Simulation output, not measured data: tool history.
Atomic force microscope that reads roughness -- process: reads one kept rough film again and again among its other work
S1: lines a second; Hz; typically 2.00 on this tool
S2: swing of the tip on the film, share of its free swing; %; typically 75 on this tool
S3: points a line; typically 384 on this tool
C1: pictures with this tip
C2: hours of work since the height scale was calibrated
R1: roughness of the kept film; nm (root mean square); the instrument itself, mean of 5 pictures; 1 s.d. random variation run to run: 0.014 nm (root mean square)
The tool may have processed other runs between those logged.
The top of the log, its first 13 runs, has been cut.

Run 14, hour 629.8: usual settings but S3 832; C1 104; C2 1953. Result: R1 2.922 nm (root mean square).
Run 15, hour 678.1: usual settings but S3 832; C1 196; C2 1990. Result: R1 2.519 nm (root mean square).
Run 16, hour 735.9: usual settings but S3 832; C1 308; C2 2035. Result: R1 2.183 nm (root mean square).
At hour 773.9: new tip fitted.
Run 17, hour 806.0: usual settings but S3 832; C1 62; C2 2089. Result: R1 3.140 nm (root mean square).
Run 18, hour 863.6: usual settings but S2 62 %, S3 832; C1 172; C2 2133. Result: R1 2.825 nm (root mean square).
Run 19, hour 899.5: usual settings but S2 62 %, S3 832; C1 242; C2 2161. Result: R1 2.546 nm (root mean square).
Run 20, hour 955.5: usual settings but S2 62 %, S3 832; C1 349; C2 2205. Result: R1 2.242 nm (root mean square).
At hour 968.7: new tip fitted.
At hour 975.5: height scale calibrated on a step standard.
Run 21, hour 1007.2: usual settings but S2 66 %, S3 899; C1 72; C2 25. Result: R1 3.201 nm (root mean square).
Run 22, hour 1041.8: usual settings but S1 0.55 Hz, S2 65 %, S3 899; C1 138; C2 51. Result: R1 3.031 nm (root mean square).
Run 23, hour 1096.6: usual settings but S1 1.82 Hz, S2 86 %, S3 900; C1 244; C2 94. Result: R1 2.161 nm (root mean square).
Run 24, hour 1135.5: usual settings but S1 1.82 Hz, S2 86 %, S3 900; C1 319; C2 124. Result: R1 1.981 nm (root mean square).
At hour 1164.0: new tip fitted.
Run 25, hour 1177.6: usual settings but S1 0.58 Hz, S2 86 %, S3 598; C1 27; C2 156. Result: R1 3.477 nm (root mean square).
Run 26, hour 1241.6: usual settings but S1 0.82 Hz, S2 69 %, S3 358; C1 150; C2 206. Result: R1 2.953 nm (root mean square).
Run 27, hour 1293.0: usual settings but S1 3.41 Hz, S2 83 %, S3 358; C1 249; C2 245. Result: R1 1.972 nm (root mean square).
Run 28, hour 1322.4: usual settings but S1 1.99 Hz, S3 358; C1 305; C2 268. Result: R1 2.189 nm (root mean square).
At hour 1358.0: new tip fitted.
Run 29, hour 1378.6: usual settings but S1 1.99 Hz, S2 82 %, S3 358; C1 39; C2 311. Result: R1 3.047 nm (root mean square).

Run 30 is up next; what results do you expect?
Run 30, hour 1408.8: usual settings but S1 1.99 Hz, S2 82 %, S3 358; C1 97; C2 335. Result: R1 ?.

Run 30 came out at R1 2.767 nm (root mean square).
The same run, on a tool lacking any hidden state, would have yielded R1 3.253 nm (root mean square).
